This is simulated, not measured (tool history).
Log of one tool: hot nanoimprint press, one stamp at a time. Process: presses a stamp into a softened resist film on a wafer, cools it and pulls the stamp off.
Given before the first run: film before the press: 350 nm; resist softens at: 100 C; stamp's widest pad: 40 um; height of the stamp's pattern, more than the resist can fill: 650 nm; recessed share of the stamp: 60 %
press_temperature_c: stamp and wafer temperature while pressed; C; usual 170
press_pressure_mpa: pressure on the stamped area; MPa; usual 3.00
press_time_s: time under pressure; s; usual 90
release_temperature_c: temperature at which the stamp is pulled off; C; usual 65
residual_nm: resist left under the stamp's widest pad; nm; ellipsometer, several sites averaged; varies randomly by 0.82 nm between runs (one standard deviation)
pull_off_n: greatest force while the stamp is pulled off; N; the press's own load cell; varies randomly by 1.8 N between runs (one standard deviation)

Run 1, hour 0.0: usual settings. Result: residual_nm 153.4 nm, pull_off_n 117 N.
Run 2, hour 36.1: usual settings but press_pressure_mpa 2.42 MPa. Result: residual_nm 166.7 nm, pull_off_n 118 N.
Run 3, hour 66.1: usual settings but press_pressure_mpa 2.42 MPa. Result: residual_nm 167.7 nm, pull_off_n 121 N.
Run 4, hour 104.8: usual settings but press_pressure_mpa 2.42 MPa. Result: residual_nm 168.5 nm, pull_off_n 121 N.
At hour 117.7: press's hydraulic seals changed and the load cell set to zero.
Run 5, hour 148.7: usual settings. Result: residual_nm 153.6 nm, pull_off_n 121 N.
Run 6, hour 179.3: usual settings. Result: residual_nm 151.9 nm, pull_off_n 121 N.
Run 7, hour 210.8: usual settings but press_time_s 63 s. Result: residual_nm 175.4 nm, pull_off_n 118 N.
Run 8, hour 229.5: usual settings but press_time_s 63 s. Result: residual_nm 174.2 nm, pull_off_n 122 N.
Run 9, hour 249.0: usual settings but press_pressure_mpa 2.57 MPa, press_time_s 63 s. Result: residual_nm 184.6 nm, pull_off_n 125 N.
At hour 255.4: plate thermocouple calibrated.
Run 10, hour 273.8: usual settings. Result: residual_nm 146.7 nm, pull_off_n 119 N.
Run 11, hour 294.9: usual settings but press_time_s 54 s. Result: residual_nm 178.3 nm, pull_off_n 117 N.
Run 12, hour 334.0: usual settings but press_time_s 54 s. Result: residual_nm 178.7 nm, pull_off_n 124 N.
Run 13, hour 361.9: usual settings but press_time_s 54 s. Result: residual_nm 176.9 nm, pull_off_n 121 N.
Run 14, hour 383.8: usual settings but press_time_s 54 s. Result: residual_nm 177.8 nm, pull_off_n 122 N.
Run 15, hour 421.3: usual settings but press_time_s 54 s. Result: residual_nm 178.3 nm, pull_off_n 123 N.
Run 16, hour 458.4: usual settings but press_time_s 54 s. Result: residual_nm 178.2 nm, pull_off_n 127 N.
Run 17, hour 480.4: usual settings but press_time_s 54 s. Result: residual_nm 178.7 nm, pull_off_n 127 N.
Run 18, hour 508.4: usual settings but press_time_s 149 s. Result: residual_nm 120.4 nm, pull_off_n 126 N.
Run 19, hour 547.1: usual settings but press_time_s 149 s. Result: residual_nm 122.2 nm, pull_off_n 126 N.
Run 20, hour 576.7: usual settings but press_time_s 149 s. Result: residual_nm 121.4 nm, pull_off_n 128 N.
Run 21, hour 603.6: usual settings but press_pressure_mpa 4.36 MPa, press_time_s 75 s, release_temperature_c 55 C. Result: residual_nm 135.8 nm, pull_off_n 153 N.
Run 22, hour 625.7: usual settings but press_temperature_c 173 C, press_pressure_mpa 4.51 MPa, press_time_s 57 s, release_temperature_c 67 C. Result: residual_nm 129.4 nm, pull_off_n 126 N.
Run 23, hour 656.7: usual settings but press_time_s 157 s. Result: residual_nm 120.2 nm, pull_off_n 130 N.
Run 24, hour 681.8: usual settings but press_time_s 157 s. Result: residual_nm 119.9 nm, pull_off_n 131 N.
At hour 703.7: stamp cleaned and given a new release coat.
Run 25, hour 704.7: usual settings but press_temperature_c 168 C, press_pressure_mpa 2.05 MPa. Result: residual_nm 193.1 nm, pull_off_n 116 N.
Run 26, hour 735.4: usual settings but press_temperature_c 168 C, press_pressure_mpa 2.05 MPa. Result: residual_nm 193.2 nm, pull_off_n 114 N.
At hour 755.4: plate thermocouple calibrated.
Run 27, hour 759.0: usual settings but press_pressure_mpa 2.03 MPa, press_time_s 87 s. Result: residual_nm 177.5 nm, pull_off_n 118 N.
Run 28, hour 791.1: usual settings but press_temperature_c 172 C, press_time_s 143 s. Result: residual_nm 111.5 nm, pull_off_n 119 N.
Run 29, hour 827.6: usual settings but press_temperature_c 172 C, press_pressure_mpa 4.79 MPa, press_time_s 143 s, release_temperature_c 66 C. Result: residual_nm 88.3 nm, pull_off_n 116 N.
Run 30, hour 853.3: usual settings but press_temperature_c 172 C, press_pressure_mpa 1.90 MPa, release_temperature_c 72 C. Result: residual_nm 166.4 nm, pull_off_n 103 N.
Run 31, hour 874.6: usual settings but press_temperature_c 165 C, press_pressure_mpa 3.29 MPa, press_time_s 62 s, release_temperature_c 70 C. Result: residual_nm 205.0 nm, pull_off_n 111 N.

Each row is a separate what-if for the run after 31, all from the same tool condition, not one after another. Results?
Run A, hour 907.5: usual settings but press_temperature_c 161 C, press_pressure_mpa 3.29 MPa, press_time_s 134 s, release_temperature_c 70 C. Result: residual_nm ?, pull_off_n ?.
Run B, hour 907.5: usual settings but press_temperature_c 165 C, press_pressure_mpa 3.20 MPa, press_time_s 62 s, release_temperature_c 70 C. Result: residual_nm ?, pull_off_n ?.
Run C, hour 907.5: usual settings but press_temperature_c 172 C, press_pressure_mpa 3.92 MPa, release_temperature_c 50 C. Result: residual_nm ?, pull_off_n ?.

run  residual_nm  pull_off_n
  A        189.3         107
  B        207.2         110
  C        121.2         152
Without the tool's unlogged condition, the same runs would have read:
run  residual_nm  pull_off_n
  A        185.2         103
  B        203.2         105
  C        118.2         146
